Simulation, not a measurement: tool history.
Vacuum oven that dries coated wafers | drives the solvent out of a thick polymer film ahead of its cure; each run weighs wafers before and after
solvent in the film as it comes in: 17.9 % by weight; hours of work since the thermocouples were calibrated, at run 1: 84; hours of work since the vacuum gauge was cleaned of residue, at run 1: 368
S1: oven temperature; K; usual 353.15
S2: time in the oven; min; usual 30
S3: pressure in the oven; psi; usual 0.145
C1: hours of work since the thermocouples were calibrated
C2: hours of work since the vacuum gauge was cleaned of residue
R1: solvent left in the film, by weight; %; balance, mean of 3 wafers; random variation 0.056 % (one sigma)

| run | day | S1 | S2 | S3 | C1 | C2 | R1 |
|---|---|---|---|---|---|---|---|
| 1 | 0.000 | 353.15 | 30 | 0.145 | 84 | 368 | 2.49 |
| 2 | 0.462 | 353.15 | 27 | 0.145 | 91 | 375 | 3.00 |
| 3 | 0.938 | 353.15 | 27 | 0.145 | 98 | 382 | 2.96 |
| 4 | 1.338 | 353.15 | 30 | 0.400 | 104 | 388 | 3.05 |
| 5 | 1.975 | 353.15 | 30 | 0.400 | 114 | 398 | 3.05 |
| 6 | 2.312 | 353.15 | 30 | 0.400 | 119 | 403 | 3.09 |
| 7 | 2.883 | 353.15 | 30 | 0.400 | 128 | 412 | 3.10 |
| 8 | 3.229 | 353.15 | 30 | 0.400 | 133 | 417 | 2.93 |
| 9 | 3.904 | 353.15 | 30 | 0.400 | 143 | 427 | 2.98 |
| 10 | 4.529 | 353.15 | 30 | 0.400 | 153 | 436 | 2.99 |
| 11 | 5.254 | 353.15 | 30 | 0.149 | 163 | 447 | 2.49 |
| 12 | 5.846 | 353.15 | 30 | 0.149 | 172 | 456 | 2.62 |
| 13 | 6.538 | 353.15 | 30 | 0.537 | 183 | 467 | 3.46 |
| 14 | 7.117 | 353.15 | 30 | 0.537 | 192 | 475 | 3.22 |
| 15 | 7.671 | 353.15 | 30 | 0.537 | 200 | 484 | 3.25 |
| 16 | 8.058 | 353.15 | 30 | 0.425 | 206 | 490 | 3.08 |
| 17 | 8.408 | 353.15 | 30 | 0.425 | 211 | 495 | 3.19 |
| 18 | 8.875 | 353.15 | 30 | 0.425 | 218 | 502 | 3.14 |
| 19 | 9.296 | 353.15 | 30 | 0.145 | 225 | 508 | 2.67 |
| 20 | 9.654 | 353.15 | 30 | 0.145 | 230 | 514 | 2.69 |
| 21 | 10.279 | 353.15 | 30 | 0.145 | 239 | 523 | 2.61 |
| 22 | 10.875 | 353.15 | 30 | 0.145 | 248 | 532 | 2.60 |
| 23 | 11.200 | 353.15 | 30 | 0.145 | 253 | 537 | 2.49 |
| 24 | 11.938 | 353.15 | 30 | 0.145 | 264 | 548 | 2.60 |
| 25 | 12.567 | 353.15 | 30 | 0.145 | 274 | 558 | 2.64 |
| 26 | 13.029 | 346.15 | 31 | 0.145 | 281 | 565 | 4.59 |
| 27 | 13.725 | 358.15 | 16 | 0.145 | 291 | 575 | 4.06 |
| 28 | 14.112 | 357.15 | 53 | 0.145 | 297 | 581 | 0.53 |
| 29 | 14.650 | 341.15 | 33 | 0.091 | 305 | 589 | 6.09 |
| 30 | 15.229 | 352.15 | 20 | 0.128 | 314 | 598 | 4.76 |
| 31 | 15.925 | 342.15 | 30 | 0.145 | 325 | 608 | 6.25 |
|  | 16.062 | oven's thermocouples calibrated |
| 32 | 16.325 | 365.15 | 17 | 0.358 | 4 | 613 | 2.16 |
| 33 | 16.958 | 346.15 | 28 | 0.487 | 14 | 623 | 6.02 |
| 34 | 17.654 | 346.15 | 28 | 0.487 | 24 | 633 | 6.13 |
| 35 | 18.117 | 349.15 | 24 | 0.339 | 31 | 640 | 5.28 |
|  | 18.388 | oven's thermocouples calibrated, once more |
| 36 | 18.658 | 353.15 | 30 | 0.177 | 4 | 647 | 2.75 |
| 37 | 19.029 | 360.15 | 51 | 0.145 | 10 | 653 | 0.43 |
| 38 | 19.454 | 360.15 | 51 | 0.145 | 16 | 659 | 0.39 |
| 39 | 19.842 | 360.15 | 51 | 0.145 | 22 | 665 | 0.38 |
| 40 | 20.379 | 360.15 | 51 | 0.145 | 30 | 673 | 0.41 |
| 41 | 20.733 | 351.15 | 37 | 0.254 | 35 | 679 | 2.57 |
| 42 | 21.321 | 351.15 | 20 | 0.190 | 44 | 687 | 5.35 |
| 43 | 21.992 | 351.15 | 20 | 0.190 | 54 | 698 | 5.30 |
| 44 | 22.346 | 353.15 | 44 | 0.476 | 60 | 703 | 2.03 |
| 45 | 22.904 | 353.15 | 44 | 0.476 | 68 | 711 | 2.12 |
| 46 | 23.583 | 353.15 | 44 | 0.476 | 78 | 722 | 2.05 |

4 ways to go on from here, each from the tool as it stands after run 46. What would each give?
| A | 24.100 | 368.15 | 17 | 0.566 | 86 | 729 | ? |
| B | 24.100 | 353.15 | 18 | 0.087 | 86 | 729 | ? |
| C | 24.100 | 353.15 | 19 | 0.344 | 86 | 729 | ? |
| D | 24.100 | 352.15 | 20 | 0.164 | 86 | 729 | ? |

| run | R1 |
|---|---|
| A | 1.83 |
| B | 5.06 |
| C | 5.16 |
| D | 4.95 |
Without the tool's hidden state the same runs would have given:
| run | R1 |
|---|---|
| A | 1.79 |
| B | 5.01 |
| C | 5.11 |
| D | 4.90 |
